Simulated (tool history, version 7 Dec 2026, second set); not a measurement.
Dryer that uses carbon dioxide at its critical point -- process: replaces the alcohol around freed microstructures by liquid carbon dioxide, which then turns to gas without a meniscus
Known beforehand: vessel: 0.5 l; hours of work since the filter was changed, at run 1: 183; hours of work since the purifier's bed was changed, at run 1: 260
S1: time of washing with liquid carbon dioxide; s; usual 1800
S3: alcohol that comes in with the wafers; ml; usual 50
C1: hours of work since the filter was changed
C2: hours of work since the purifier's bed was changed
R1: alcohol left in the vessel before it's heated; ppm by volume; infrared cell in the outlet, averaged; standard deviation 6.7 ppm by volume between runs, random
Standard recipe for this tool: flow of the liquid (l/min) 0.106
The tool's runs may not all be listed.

{"run": 1, "hour": 0.0, "S1": 1800, "flow of the liquid (l/min)": 0.106, "S3": 50, "C1": 183, "C2": 260, "R1": 496}
{"run": 2, "hour": 35.2, "S1": 1800, "flow of the liquid (l/min)": 0.106, "S3": 50, "C1": 203, "C2": 280, "R1": 513}
{"run": 3, "hour": 82.1, "S1": 1200, "flow of the liquid (l/min)": 0.106, "S3": 50, "C1": 230, "C2": 306, "R1": 3017}
{"run": 4, "hour": 108.0, "S1": 1800, "flow of the liquid (l/min)": 0.106, "S3": 50, "C1": 244, "C2": 321, "R1": 591}
{"run": 5, "hour": 158.0, "S1": 1800, "flow of the liquid (l/min)": 0.106, "S3": 50, "C1": 272, "C2": 349, "R1": 632}
{"run": 6, "hour": 188.6, "S1": 1800, "flow of the liquid (l/min)": 0.106, "S3": 50, "C1": 290, "C2": 366, "R1": 656}
{"run": 7, "hour": 217.4, "S1": 1800, "flow of the liquid (l/min)": 0.106, "S3": 50, "C1": 306, "C2": 383, "R1": 686}
{"hour": 254.3, "done": "inlet filter changed"}
{"run": 8, "hour": 254.3, "S1": 1800, "flow of the liquid (l/min)": 0.094, "S3": 50, "C1": 0, "C2": 403, "R1": 676}
{"run": 9, "hour": 278.1, "S1": 1800, "flow of the liquid (l/min)": 0.094, "S3": 50, "C1": 13, "C2": 416, "R1": 701}
{"run": 10, "hour": 320.7, "S1": 1980, "flow of the liquid (l/min)": 0.106, "S3": 50, "C1": 37, "C2": 440, "R1": 267}
{"run": 11, "hour": 350.3, "S1": 1980, "flow of the liquid (l/min)": 0.106, "S3": 50, "C1": 54, "C2": 457, "R1": 272}
{"run": 12, "hour": 392.2, "S1": 1980, "flow of the liquid (l/min)": 0.106, "S3": 50, "C1": 78, "C2": 481, "R1": 294}
{"run": 13, "hour": 441.0, "S1": 1980, "flow of the liquid (l/min)": 0.106, "S3": 50, "C1": 105, "C2": 508, "R1": 328}
{"run": 14, "hour": 465.7, "S1": 1800, "flow of the liquid (l/min)": 0.158, "S3": 50, "C1": 119, "C2": 522, "R1": 115}
{"run": 15, "hour": 507.8, "S1": 1320, "flow of the liquid (l/min)": 0.16, "S3": 86, "C1": 143, "C2": 546, "R1": 435}
{"run": 16, "hour": 555.8, "S1": 1320, "flow of the liquid (l/min)": 0.16, "S3": 86, "C1": 170, "C2": 573, "R1": 470}
{"run": 17, "hour": 611.0, "S1": 1320, "flow of the liquid (l/min)": 0.16, "S3": 86, "C1": 201, "C2": 604, "R1": 505}
{"run": 18, "hour": 656.4, "S1": 1320, "flow of the liquid (l/min)": 0.16, "S3": 86, "C1": 227, "C2": 630, "R1": 532}
{"run": 19, "hour": 704.3, "S1": 1800, "flow of the liquid (l/min)": 0.13, "S3": 28, "C1": 254, "C2": 657, "R1": 207}
{"run": 20, "hour": 742.0, "S1": 2400, "flow of the liquid (l/min)": 0.085, "S3": 74, "C1": 275, "C2": 678, "R1": 821}
{"run": 21, "hour": 767.6, "S1": 2400, "flow of the liquid (l/min)": 0.085, "S3": 74, "C1": 290, "C2": 693, "R1": 826}
{"run": 22, "hour": 803.2, "S1": 1980, "flow of the liquid (l/min)": 0.138, "S3": 73, "C1": 310, "C2": 713, "R1": 221}
{"hour": 832.0, "done": "inlet filter changed"}
{"run": 23, "hour": 856.7, "S1": 1800, "flow of the liquid (l/min)": 0.172, "S3": 74, "C1": 14, "C2": 742, "R1": 149}
{"run": 24, "hour": 909.6, "S1": 1200, "flow of the liquid (l/min)": 0.172, "S3": 82, "C1": 44, "C2": 772, "R1": 408}
{"run": 25, "hour": 952.2, "S1": 1800, "flow of the liquid (l/min)": 0.109, "S3": 50, "C1": 68, "C2": 796, "R1": 445}
{"run": 26, "hour": 978.9, "S1": 1800, "flow of the liquid (l/min)": 0.109, "S3": 50, "C1": 83, "C2": 811, "R1": 457}
{"run": 27, "hour": 1025.5, "S1": 1680, "flow of the liquid (l/min)": 0.11, "S3": 53, "C1": 109, "C2": 838, "R1": 647}
{"run": 28, "hour": 1056.9, "S1": 1680, "flow of the liquid (l/min)": 0.11, "S3": 53, "C1": 127, "C2": 855, "R1": 667}

Hidden state at the last listed run before each entry between runs and at the first one after, where it differs:
Logged between run 7 and run 8: inlet filter changed (hour 254.3)
  flow that reaches the vessel past the clogged filter, %: 87.7 -> 100; alcohol in the recycled carbon dioxide, ppm: 75.3 -> 79.2
  measured value less the no-hidden-state value, R1: +383 -> +75 ppm by volume
Logged between run 22 and run 23: inlet filter changed (hour 832.0)
  flow that reaches the vessel past the clogged filter, %: 86.8 -> 99.4; alcohol in the recycled carbon dioxide, ppm: 135.6 -> 141.4
  measured value less the no-hidden-state value, R1: +190 -> +139 ppm by volume
